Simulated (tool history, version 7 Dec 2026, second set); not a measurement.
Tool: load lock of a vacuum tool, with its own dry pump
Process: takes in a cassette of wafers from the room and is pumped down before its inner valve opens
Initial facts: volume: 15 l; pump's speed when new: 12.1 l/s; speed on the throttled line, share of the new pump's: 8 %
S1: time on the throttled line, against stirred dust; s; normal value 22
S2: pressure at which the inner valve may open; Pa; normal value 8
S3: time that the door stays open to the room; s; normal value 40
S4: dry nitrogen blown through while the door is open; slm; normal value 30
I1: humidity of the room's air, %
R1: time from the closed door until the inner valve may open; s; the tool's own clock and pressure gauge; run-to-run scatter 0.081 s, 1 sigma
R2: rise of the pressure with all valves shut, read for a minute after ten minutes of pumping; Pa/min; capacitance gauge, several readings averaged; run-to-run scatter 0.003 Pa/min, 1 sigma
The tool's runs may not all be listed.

run 1 hour=0.0 | S1=22 S2=8 S3=40 S4=30 | I1=44.0 | R1=32.00 R2=0.034
run 2 hour=142.9 | S1=22 S2=8 S3=40 S4=30 | I1=46.1 | R1=31.85 R2=0.027
run 3 hour=300.1 | S1=22 S2=8 S3=40 S4=30 | I1=47.0 | R1=32.00 R2=0.036
run 4 hour=421.8 | S1=22 S2=8 S3=94 S4=30 | I1=44.1 | R1=32.01 R2=0.052
run 5 hour=514.1 | S1=22 S2=8 S3=94 S4=30 | I1=42.0 | R1=31.93 R2=0.055
run 6 hour=627.3 | S1=22 S2=8 S3=94 S4=30 | I1=46.7 | R1=32.05 R2=0.056
run 7 hour=709.7 | S1=22 S2=12 S3=94 S4=30 | I1=44.9 | R1=31.43 R2=0.057
run 8 hour=861.0 | S1=22 S2=12 S3=94 S4=6 | I1=46.1 | R1=31.37 R2=0.107
run 9 hour=988.7 | S1=22 S2=8 S3=40 S4=38 | I1=44.3 | R1=32.17 R2=0.032
run 10 hour=1064.2 | S1=22 S2=8 S3=40 S4=38 | I1=45.0 | R1=31.89 R2=0.027
run 11 hour=1176.7 | S1=22 S2=8 S3=40 S4=38 | I1=45.1 | R1=31.87 R2=0.029
run 12 hour=1273.8 | S1=22 S2=8 S3=40 S4=30 | I1=47.9 | R1=31.91 R2=0.032
run 13 hour=1432.6 | S1=22 S2=8 S3=40 S4=25 | I1=43.9 | R1=31.91 R2=0.033
run 14 hour=1564.3 | S1=22 S2=8 S3=40 S4=25 | I1=43.1 | R1=32.01 R2=0.034
run 15 hour=1719.1 | S1=22 S2=8 S3=40 S4=25 | I1=44.5 | R1=32.00 R2=0.034
run 16 hour=1810.9 | S1=22 S2=15 S3=40 S4=25 | I1=45.5 | R1=31.00 R2=0.039
run 17 hour=1960.0 | S1=22 S2=15 S3=40 S4=25 | I1=43.3 | R1=31.08 R2=0.032
run 18 hour=2069.3 | S1=22 S2=15 S3=40 S4=25 | I1=44.7 | R1=31.08 R2=0.034
run 19 hour=2187.8 | S1=13 S2=14 S3=36 S4=10 | I1=44.2 | R1=23.01 R2=0.055
run 20 hour=2345.8 | S1=22 S2=15 S3=40 S4=30 | I1=42.6 | R1=31.13 R2=0.028
run 21 hour=2443.3 | S1=28 S2=15 S3=40 S4=30 | I1=46.0 | R1=36.53 R2=0.031
run 22 hour=2533.8 | S1=22 S2=8 S3=40 S4=9 | I1=41.9 | R1=31.96 R2=0.049
run 23 hour=2678.4 | S1=22 S2=12 S3=40 S4=5 | I1=42.9 | R1=31.41 R2=0.055
run 24 hour=2760.9 | S1=22 S2=12 S3=40 S4=5 | I1=46.2 | R1=31.58 R2=0.068
run 25 hour=2895.4 | S1=17 S2=12 S3=40 S4=5 | I1=41.8 | R1=26.83 R2=0.060
run 26 hour=2989.6 | S1=27 S2=10 S3=40 S4=30 | I1=47.3 | R1=36.22 R2=0.034
run 27 hour=3128.3 | S1=33 S2=8 S3=40 S4=44 | I1=45.8 | R1=42.05 R2=0.028
run 28 hour=3220.1 | S1=33 S2=8 S3=40 S4=44 | I1=44.7 | R1=41.95 R2=0.027
run 29 hour=3343.4 | S1=28 S2=10 S3=40 S4=30 | I1=45.3 | R1=37.25 R2=0.030
run 30 hour=3440.9 | S1=28 S2=13 S3=40 S4=17 | I1=44.5 | R1=36.85 R2=0.040
run 31 hour=3591.9 | S1=40 S2=13 S3=26 S4=11 | I1=43.5 | R1=47.84 R2=0.031
run 32 hour=3665.2 | S1=24 S2=14 S3=33 S4=17 | I1=44.3 | R1=33.00 R2=0.033
run 33 hour=3826.8 | S1=22 S2=10 S3=117 S4=6 | I1=41.9 | R1=31.64 R2=0.121
run 34 hour=3912.1 | S1=22 S2=10 S3=117 S4=6 | I1=41.8 | R1=31.83 R2=0.119
run 35 hour=4018.4 | S1=22 S2=10 S3=117 S4=6 | I1=44.9 | R1=31.73 R2=0.134
run 36 hour=4132.7 | S1=32 S2=10 S3=105 S4=38 | I1=40.3 | R1=40.76 R2=0.046

Here are 5 independent what-if runs from the current tool condition. What would each one return?
run A hour=4209.1 | S1=22 S2=13 S3=40 S4=30 | I1=45.2 | R1=? R2=?
run B hour=4209.1 | S1=13 S2=10 S3=40 S4=30 | I1=45.9 | R1=? R2=?
run C hour=4209.1 | S1=23 S2=10 S3=102 S4=38 | I1=45.9 | R1=? R2=?
run D hour=4209.1 | S1=22 S2=8 S3=182 S4=13 | I1=43.9 | R1=? R2=?
run E hour=4209.1 | S1=39 S2=10 S3=105 S4=38 | I1=43.1 | R1=? R2=?

run=A R1=31.63 R2=0.026
run=B R1=23.49 R2=0.033
run=C R1=32.74 R2=0.053
run=D R1=31.96 R2=0.124
run=E R1=47.15 R2=0.053
Without the tool's hidden state the same runs would have given:
run=A R1=31.62 R2=0.025
run=B R1=23.49 R2=0.032
run=C R1=32.73 R2=0.052
run=D R1=31.95 R2=0.123
run=E R1=47.15 R2=0.052

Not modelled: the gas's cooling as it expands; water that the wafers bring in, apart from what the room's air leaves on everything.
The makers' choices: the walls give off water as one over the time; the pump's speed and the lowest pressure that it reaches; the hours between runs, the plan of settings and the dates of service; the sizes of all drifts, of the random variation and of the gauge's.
